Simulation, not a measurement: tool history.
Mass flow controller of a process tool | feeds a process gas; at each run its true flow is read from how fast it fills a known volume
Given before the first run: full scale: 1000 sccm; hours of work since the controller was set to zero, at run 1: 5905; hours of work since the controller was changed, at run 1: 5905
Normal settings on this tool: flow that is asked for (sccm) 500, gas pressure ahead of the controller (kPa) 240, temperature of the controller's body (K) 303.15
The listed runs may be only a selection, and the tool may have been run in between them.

| run | hour | flow that is asked for (sccm) | gas pressure ahead of the controller (kPa) | temperature of the controller's body (K) | hours of work since the controller was set to zero | hours of work since the controller was changed | true flow (%) |
|---|---|---|---|---|---|---|---|
| 1 | 0.0 | 500 | 240 | 303.15 | 5905 | 5905 | 99.02 |
| 2 | 201.0 | 500 | 240 | 301.15 | 6057 | 6057 | 98.79 |
| 3 | 391.0 | 121 | 240 | 303.15 | 6200 | 6200 | 103.26 |
| 4 | 589.0 | 254 | 240 | 303.15 | 6349 | 6349 | 100.10 |
| 5 | 706.9 | 254 | 240 | 303.15 | 6438 | 6438 | 100.14 |
| 6 | 916.3 | 254 | 240 | 303.15 | 6596 | 6596 | 100.20 |
| 7 | 1099.2 | 254 | 240 | 303.15 | 6733 | 6733 | 100.31 |
| 8 | 1219.1 | 188 | 240 | 303.15 | 6824 | 6824 | 101.28 |
| 9 | 1436.7 | 500 | 240 | 303.15 | 6988 | 6988 | 98.75 |
| 10 | 1598.4 | 500 | 240 | 297.15 | 7109 | 7109 | 98.59 |
| 11 | 1751.2 | 500 | 240 | 297.15 | 7225 | 7225 | 98.68 |
| 12 | 1970.8 | 500 | 143 | 303.15 | 7390 | 7390 | 98.88 |
|  | 1986.4 | controller exchanged for a calibrated one |
| 13 | 2172.1 | 243 | 143 | 303.15 | 140 | 140 | 100.10 |
| 14 | 2302.1 | 500 | 240 | 303.15 | 238 | 238 | 100.04 |
| 15 | 2418.6 | 500 | 240 | 311.15 | 326 | 326 | 100.09 |
| 16 | 2527.5 | 500 | 235 | 303.15 | 408 | 408 | 99.96 |
| 17 | 2697.6 | 500 | 235 | 303.15 | 536 | 536 | 99.94 |
| 18 | 2879.6 | 500 | 240 | 303.15 | 673 | 673 | 99.90 |
| 19 | 3026.3 | 503 | 240 | 303.15 | 783 | 783 | 99.89 |
| 20 | 3209.4 | 500 | 240 | 303.15 | 921 | 921 | 99.84 |
| 21 | 3330.1 | 500 | 240 | 307.15 | 1012 | 1012 | 99.92 |
| 22 | 3463.1 | 500 | 240 | 307.15 | 1113 | 1113 | 99.95 |
| 23 | 3686.5 | 500 | 238 | 303.15 | 1281 | 1281 | 99.83 |
| 24 | 3787.6 | 500 | 238 | 303.15 | 1357 | 1357 | 99.74 |
| 25 | 3918.1 | 500 | 238 | 303.15 | 1455 | 1455 | 99.74 |
| 26 | 4049.8 | 500 | 247 | 307.15 | 1555 | 1555 | 99.87 |
| 27 | 4165.7 | 312 | 183 | 309.15 | 1642 | 1642 | 100.21 |
| 28 | 4286.0 | 191 | 190 | 303.15 | 1732 | 1732 | 100.47 |
| 29 | 4418.2 | 276 | 233 | 303.15 | 1832 | 1832 | 100.03 |
| 30 | 4561.5 | 162 | 240 | 303.15 | 1940 | 1940 | 100.70 |
| 31 | 4723.3 | 500 | 240 | 302.15 | 2062 | 2062 | 99.71 |
| 32 | 4913.9 | 500 | 240 | 302.15 | 2206 | 2206 | 99.64 |
| 33 | 5092.5 | 119 | 250 | 312.15 | 2340 | 2340 | 101.70 |
| 34 | 5237.8 | 486 | 240 | 296.15 | 2450 | 2450 | 99.44 |
| 35 | 5414.1 | 200 | 160 | 296.15 | 2582 | 2582 | 100.37 |
| 36 | 5638.5 | 200 | 160 | 296.15 | 2751 | 2751 | 100.37 |
| 37 | 5812.8 | 200 | 160 | 296.15 | 2883 | 2883 | 100.53 |
| 38 | 5977.5 | 321 | 160 | 296.15 | 3007 | 3007 | 99.75 |
| 39 | 6197.1 | 321 | 160 | 296.15 | 3172 | 3172 | 99.87 |
| 40 | 6313.2 | 321 | 160 | 296.15 | 3260 | 3260 | 99.67 |
| 41 | 6496.4 | 321 | 160 | 296.15 | 3398 | 3398 | 99.84 |
| 42 | 6600.3 | 991 | 173 | 305.15 | 3476 | 3476 | 99.39 |
| 43 | 6831.9 | 447 | 179 | 304.15 | 3651 | 3651 | 99.60 |
| 44 | 6933.9 | 447 | 179 | 304.15 | 3727 | 3727 | 99.60 |
| 45 | 7046.0 | 447 | 179 | 304.15 | 3812 | 3812 | 99.62 |
| 46 | 7206.0 | 447 | 217 | 300.15 | 3932 | 3932 | 99.39 |
| 47 | 7352.1 | 324 | 189 | 295.15 | 4042 | 4042 | 99.81 |
| 48 | 7527.2 | 444 | 267 | 306.15 | 4174 | 4174 | 99.41 |

Each row is a separate what-if for the run after 48, all from the same tool condition, not one after another. Results?
| A | 7713.0 | 380 | 214 | 300.15 | 4314 | 4314 | ? |
| B | 7713.0 | 130 | 154 | 303.15 | 4314 | 4314 | ? |
| C | 7713.0 | 500 | 148 | 304.15 | 4314 | 4314 | ? |

| run | true flow (%) |
|---|---|
| A | 99.37 |
| B | 102.39 |
| C | 99.43 |
Had the tool no hidden state, the same runs would have come out as:
| run | true flow (%) |
|---|---|
| A | 99.56 |
| B | 99.78 |
| C | 99.97 |
